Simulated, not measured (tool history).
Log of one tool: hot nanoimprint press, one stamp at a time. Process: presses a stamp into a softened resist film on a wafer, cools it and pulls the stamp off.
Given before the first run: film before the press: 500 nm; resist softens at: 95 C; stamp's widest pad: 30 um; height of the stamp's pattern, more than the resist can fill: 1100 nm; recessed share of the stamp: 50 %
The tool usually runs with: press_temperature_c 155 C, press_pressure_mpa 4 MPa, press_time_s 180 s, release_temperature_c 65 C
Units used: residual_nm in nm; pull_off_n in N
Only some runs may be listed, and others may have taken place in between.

run	hour	press_temperature_c	press_pressure_mpa	press_time_s	release_temperature_c	residual_nm	pull_off_n
1	0	155	4	180	65	271.5	189
2	7.8	155	4.65	180	65	251.2	189
3	16.5	155	4.65	180	65	251.9	189
4	21.9	155	4	138	65	293.8	193
5	31.2	155	4	180	65	275.6	192
6	42	155	4	180	64	270.2	188
7	50.9	155	4	180	64	271.1	184
8	61.9	155	4	180	64	273.4	188
9	70.3	155	4	180	64	272.9	188
10	75.8	155	4	180	64	271.8	185
11	81.3	155	4	180	64	273.9	190
12	86.4	155	4	180	64	271.6	193
13	92.6	155	4	180	65	271.7	188
14	102.7	155	4	180	65	274.3	183
15	110.3	155	4	180	65	275.8	190
16	114.8	155	4.78	154	65	264.5	187
17	121.5	155	2.61	110	65	371	190
18	131.4	155	2.61	110	65	374.3	190
19	141.5	155	2.61	110	65	375.5	184
20	147.9	155	2.61	110	65	373	190
# hour 159: stamp cleaned and given a new release coat
21	164.8	153	6.34	194	65	228.5	186
22	172.8	143	3.36	180	65	397.3	186
23	177.3	143	2.47	180	65	428.8	186
24	187.9	151	4	264	65	274.1	187
25	196.8	143	4	102	65	418.5	188
26	205.8	153	4	180	66	296.8	187
27	210.3	147	6.35	180	50	281.8	207
28	215.9	147	6.35	180	50	280.9	208
# hour 221.7: gauge calibrated
29	224.8	162	4.45	180	56	212.1	200
30	231.7	159	3.54	109	56	300.6	199

Predict each of these 4 candidate next runs independently; none follows another, all start after run 30:
A	240	155	5.54	109	56	?	?
B	240	160	3.54	109	56	?	?
C	240	159	4.72	109	61	?	?
D	240	159	3.76	124	56	?	?

run	residual_nm	pull_off_n
A	270.8	201
B	296.5	201
C	263.3	193
D	284.3	202
With no hidden state in the tool, these same runs would have given:
run	residual_nm	pull_off_n
A	269.9	200
B	295.5	200
C	262.5	193
D	283.4	202

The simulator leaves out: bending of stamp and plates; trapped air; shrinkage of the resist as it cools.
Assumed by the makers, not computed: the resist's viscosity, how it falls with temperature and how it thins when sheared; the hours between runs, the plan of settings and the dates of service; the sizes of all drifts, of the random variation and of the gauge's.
